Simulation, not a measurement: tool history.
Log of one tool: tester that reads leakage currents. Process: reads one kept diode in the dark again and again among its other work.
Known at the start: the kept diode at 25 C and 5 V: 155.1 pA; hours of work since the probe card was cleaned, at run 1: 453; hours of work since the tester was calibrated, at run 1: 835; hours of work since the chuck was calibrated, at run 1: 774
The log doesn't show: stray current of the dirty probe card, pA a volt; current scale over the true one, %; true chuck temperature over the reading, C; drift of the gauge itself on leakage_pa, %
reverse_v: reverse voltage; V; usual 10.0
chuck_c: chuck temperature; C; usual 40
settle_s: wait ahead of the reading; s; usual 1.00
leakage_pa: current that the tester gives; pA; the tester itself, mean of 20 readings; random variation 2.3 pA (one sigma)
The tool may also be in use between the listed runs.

run     day  reverse_v  chuck_c  settle_s  hours of work since the probe card was cleaned  hours of work since the tester was calibrated  hours of work since the chuck was calibrated  leakage_pa
  1   0.000       10.0       40      1.00                                             453                                            835                                           774      733.94
  2   4.983       10.0       40      9.63                                             501                                            883                                           822      728.01
  3   7.929       10.0       40      1.18                                             529                                            911                                           850      727.90
  4  12.883       10.0       51      1.00                                             577                                            959                                           898     1774.65
  5  16.229       10.0       51      1.00                                             609                                            992                                           931     1758.75
  6  21.812       10.0       51      1.00                                             663                                           1046                                           985     1753.85
  7  26.767       10.0       51      1.00                                             711                                           1093                                          1032     1753.18
  8  29.858       10.0       40      1.00                                             741                                           1123                                          1062      721.64
  9  35.700        6.0       40      1.00                                             798                                           1180                                          1119      585.85
 10  40.654       10.0       40      1.00                                             845                                           1228                                          1167      719.35
 11  45.867        7.2       40      1.00                                             896                                           1278                                          1217      627.19
 12  51.667       16.8       40      1.00                                             952                                           1334                                          1273      879.54
 13  56.329       16.8       40      1.00                                             997                                           1379                                          1318      872.31
 14  59.083        3.9       38      0.32                                            1023                                           1406                                          1345      414.10
 15  62.488        3.9       38      1.86                                            1056                                           1439                                          1378      410.62
     62.908  -- chuck's temperature calibrated
 16  67.788        1.1       48      0.74                                            1107                                           1489                                            47      535.62
 17  72.975        1.3       60      0.30                                            1157                                           1539                                            97     1449.25
     75.512  -- chuck's temperature calibrated, once more
 18  78.817        1.3       60      0.30                                            1212                                           1595                                            32     1643.01
 19  81.900        1.3       60      0.30                                            1242                                           1624                                            62     1631.98
 20  85.662        1.3       60      3.11                                            1279                                           1661                                            98     1625.65
 21  89.679        6.7       22      0.43                                            1317                                           1700                                           137      138.70
 22  92.683        6.7       22      0.43                                            1346                                           1729                                           166      138.48

The next listed run, before its measurement:
 23  97.700        6.7       22      2.60                                            1395                                           1777                                           214           ?

leakage_pa: 134.31 pA
Without the tool's hidden state the same run would have given leakage_pa 132.95 pA.
